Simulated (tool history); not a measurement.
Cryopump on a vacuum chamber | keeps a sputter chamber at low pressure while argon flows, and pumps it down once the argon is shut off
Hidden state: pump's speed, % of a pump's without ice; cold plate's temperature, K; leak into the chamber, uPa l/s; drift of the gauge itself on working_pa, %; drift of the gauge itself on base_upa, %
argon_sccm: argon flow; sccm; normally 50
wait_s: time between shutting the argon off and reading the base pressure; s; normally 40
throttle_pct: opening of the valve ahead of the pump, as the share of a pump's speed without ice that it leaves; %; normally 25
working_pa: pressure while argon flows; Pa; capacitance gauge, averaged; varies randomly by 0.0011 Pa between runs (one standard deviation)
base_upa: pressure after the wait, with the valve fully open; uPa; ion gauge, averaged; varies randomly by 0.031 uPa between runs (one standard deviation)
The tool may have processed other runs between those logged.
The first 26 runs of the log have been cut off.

run   hour  argon_sccm  wait_s  throttle_pct  hours of work since the pump was warmed up and emptied  hours of work since the cold head was overhauled  hours of work since the chamber's fittings were tightened  working_pa  base_upa
 27  261.2          71      73            55                                                     193                                               193                                                        768      0.1725      1.57
 28  270.9          50      23            25                                                     198                                               198                                                        774      0.2614      3.27
 29  281.2          94      29            59                                                     204                                               204                                                        779      0.2110      2.72
 30  291.3          73      64            40                                                     210                                               210                                                        785      0.2385      1.75
 31  306.0          80     131            18                                                     218                                               218                                                        793      0.5722      1.37
 32  320.6          80     131            18                                                     226                                               226                                                        801      0.5723      1.38
 33  332.4          80     200            18                                                     232                                               232                                                        808      0.5734      1.26
 34  344.7          47      55            25                                                     239                                               239                                                        815      0.2444      1.87

4 ways to go on from here, each from the tool as it stands after run 34. What would each give?
  A  351.2          74     174            25                                                     243                                               243                                                        818           ?         ?
  B  351.2          52      40            21                                                     243                                               243                                                        818           ?         ?
  C  351.2          47      55            27                                                     243                                               243                                                        818           ?         ?
  D  351.2          41     229            19                                                     243                                               243                                                        818           ?         ?

run  working_pa  base_upa
  A      0.3821      1.32
  B      0.3185      2.27
  C      0.2249      1.96
  D      0.2799      1.20
The same runs, with their run-to-run variation unchanged, on a tool lacking any hidden condition would have given:
run  working_pa  base_upa
  A      0.3734      0.57
  B      0.3124      1.54
  C      0.2193      1.22
  D      0.2750      0.46
